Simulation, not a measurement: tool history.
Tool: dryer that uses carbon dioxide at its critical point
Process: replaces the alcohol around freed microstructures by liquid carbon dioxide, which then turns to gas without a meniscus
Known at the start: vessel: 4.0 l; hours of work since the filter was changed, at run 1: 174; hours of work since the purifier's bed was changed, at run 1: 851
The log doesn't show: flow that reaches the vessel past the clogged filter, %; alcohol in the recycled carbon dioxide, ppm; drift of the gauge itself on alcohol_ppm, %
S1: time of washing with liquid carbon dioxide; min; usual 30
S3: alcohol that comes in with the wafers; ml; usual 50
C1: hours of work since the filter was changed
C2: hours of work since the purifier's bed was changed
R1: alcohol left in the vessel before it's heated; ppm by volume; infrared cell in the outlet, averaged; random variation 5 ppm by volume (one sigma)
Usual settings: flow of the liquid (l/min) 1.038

Run 1, hour 0.0: usual settings; C1 174; C2 851. Result: R1 171 ppm by volume.
Run 2, hour 33.0: usual settings; C1 195; C2 872. Result: R1 176 ppm by volume.
Run 3, hour 71.4: usual settings; C1 220; C2 896. Result: R1 183 ppm by volume.
At hour 78.5: inlet filter changed.
Run 4, hour 112.3: usual settings but S1 21 min; C1 22; C2 922. Result: R1 289 ppm by volume.
Run 5, hour 153.3: usual settings but S1 21 min; C1 48; C2 948. Result: R1 301 ppm by volume.
Run 6, hour 188.8: usual settings but S1 21 min; C1 71; C2 971. Result: R1 290 ppm by volume.
At hour 206.0: purifier's bed changed.
Run 7, hour 217.5: usual settings but S1 21 min; C1 87; C2 7. Result: R1 124 ppm by volume.
Run 8, hour 257.9: usual settings but S1 21 min; C1 113; C2 33. Result: R1 139 ppm by volume.
Run 9, hour 278.0: usual settings but S3 27 ml; C1 126; C2 46. Result: R1 33 ppm by volume.
Run 10, hour 307.9: usual settings but S3 27 ml; C1 146; C2 66. Result: R1 28 ppm by volume.
Run 11, hour 327.7: usual settings but S3 27 ml; C1 158; C2 78. Result: R1 31 ppm by volume.
Run 12, hour 370.5: usual settings; C1 186; C2 106. Result: R1 48 ppm by volume.
Run 13, hour 414.1: usual settings; C1 214; C2 134. Result: R1 55 ppm by volume.
At hour 428.3: inlet filter changed.
Run 14, hour 447.8: usual settings but S3 51 ml; C1 13; C2 155. Result: R1 45 ppm by volume.
Run 15, hour 493.8: usual settings but S3 51 ml; C1 42; C2 184. Result: R1 54 ppm by volume.
Run 16, hour 537.4: usual settings but S3 51 ml; C1 70; C2 212. Result: R1 54 ppm by volume.
Run 17, hour 566.7: usual settings but S3 51 ml; C1 89; C2 231. Result: R1 64 ppm by volume.
Run 18, hour 610.8: usual settings but S3 51 ml; C1 117; C2 260. Result: R1 69 ppm by volume.
Run 19, hour 635.5: usual settings but S3 51 ml; C1 133; C2 276. Result: R1 80 ppm by volume.
Run 20, hour 657.3: usual settings but S3 51 ml; C1 147; C2 290. Result: R1 89 ppm by volume.
Run 21, hour 687.9: usual settings but S3 51 ml; C1 167; C2 309. Result: R1 81 ppm by volume.
Run 22, hour 709.2: usual settings but S3 51 ml; C1 181; C2 323. Result: R1 95 ppm by volume.
Run 23, hour 733.4: usual settings but S1 26 min, flow of the liquid (l/min) 1.760, S3 51 ml; C1 196; C2 338. Result: R1 64 ppm by volume.
Run 24, hour 754.8: usual settings but S1 26 min, flow of the liquid (l/min) 1.760, S3 51 ml; C1 210; C2 352. Result: R1 84 ppm by volume.
At hour 775.3: inlet filter changed.
Run 25, hour 797.0: usual settings but S1 26 min, flow of the liquid (l/min) 1.760, S3 51 ml; C1 14; C2 379. Result: R1 78 ppm by volume.
Run 26, hour 838.6: usual settings but S1 45 min, S3 34 ml; C1 41; C2 405. Result: R1 67 ppm by volume.
Run 27, hour 876.3: usual settings but flow of the liquid (l/min) 1.050, S3 72 ml; C1 65; C2 430. Result: R1 109 ppm by volume.
Run 28, hour 913.4: usual settings but S1 39 min, flow of the liquid (l/min) 1.380; C1 89; C2 454. Result: R1 88 ppm by volume.
Run 29, hour 936.3: usual settings but S1 39 min, flow of the liquid (l/min) 1.380; C1 104; C2 468. Result: R1 90 ppm by volume.
Run 30, hour 963.9: usual settings but flow of the liquid (l/min) 1.030, S3 85 ml; C1 121; C2 486. Result: R1 134 ppm by volume.
Run 31, hour 997.7: usual settings but flow of the liquid (l/min) 1.030, S3 85 ml; C1 143; C2 508. Result: R1 134 ppm by volume.
Run 32, hour 1027.8: usual settings but S1 18 min, flow of the liquid (l/min) 0.750; C1 162; C2 527. Result: R1 890 ppm by volume.
Run 33, hour 1059.7: usual settings but flow of the liquid (l/min) 0.910, S3 29 ml; C1 183; C2 548. Result: R1 123 ppm by volume.
Run 34, hour 1094.7: usual settings but S1 19 min, flow of the liquid (l/min) 0.850, S3 59 ml; C1 205; C2 570. Result: R1 638 ppm by volume.
At hour 1124.7: inlet filter changed.
Run 35, hour 1141.5: usual settings but S1 48 min, S3 98 ml; C1 11; C2 600. Result: R1 117 ppm by volume.
Run 36, hour 1186.8: usual settings but S1 39 min, flow of the liquid (l/min) 1.290, S3 21 ml; C1 40; C2 629. Result: R1 123 ppm by volume.
Run 37, hour 1226.6: usual settings but S1 39 min, flow of the liquid (l/min) 1.230, S3 29 ml; C1 66; C2 654. Result: R1 131 ppm by volume.
Run 38, hour 1260.7: usual settings but S1 39 min, flow of the liquid (l/min) 1.230, S3 29 ml; C1 87; C2 676. Result: R1 122 ppm by volume.
Run 39, hour 1295.0: usual settings but S1 23 min, flow of the liquid (l/min) 0.810; C1 110; C2 698. Result: R1 387 ppm by volume.
Run 40, hour 1324.3: usual settings but S1 20 min, flow of the liquid (l/min) 0.970, S3 55 ml; C1 128; C2 717. Result: R1 369 ppm by volume.
Run 41, hour 1360.0: usual settings but S1 25 min, S3 64 ml; C1 151; C2 740. Result: R1 204 ppm by volume.
Run 42, hour 1382.5: usual settings but S1 33 min, flow of the liquid (l/min) 1.320; C1 166; C2 755. Result: R1 157 ppm by volume.
Run 43, hour 1421.0: usual settings but S1 33 min, flow of the liquid (l/min) 1.310, S3 120 ml; C1 191; C2 779. Result: R1 159 ppm by volume.

Some steps in R1 between neighbouring runs. How much of each would the tool show without its hidden state too (settings, what came in, random variation), and how much is left for the hidden state, with any gauge scatter that isn't in both results?
Run 6 -> 7: purifier's bed changed. R1 -166 ppm by volume: hidden state -172, all else +6.
Run 31 -> 32: S1 30 -> 18, flow of the liquid (l/min) 1.030 -> 0.750, S3 85 -> 50. R1 +756 ppm by volume: hidden state +81, all else +675.
Run 32 -> 33: S1 18 -> 30, flow of the liquid (l/min) 0.750 -> 0.910, S3 50 -> 29. R1 -767 ppm by volume: hidden state -81, all else -686.
Run 33 -> 34: S1 30 -> 19, flow of the liquid (l/min) 0.910 -> 0.850, S3 29 -> 59. R1 +515 ppm by volume: hidden state +85, all else +430.
Run 34 -> 35: S1 19 -> 48, flow of the liquid (l/min) 0.850 -> 1.038, S3 59 -> 98, inlet filter changed. R1 -521 ppm by volume: hidden state -77, all else -444.
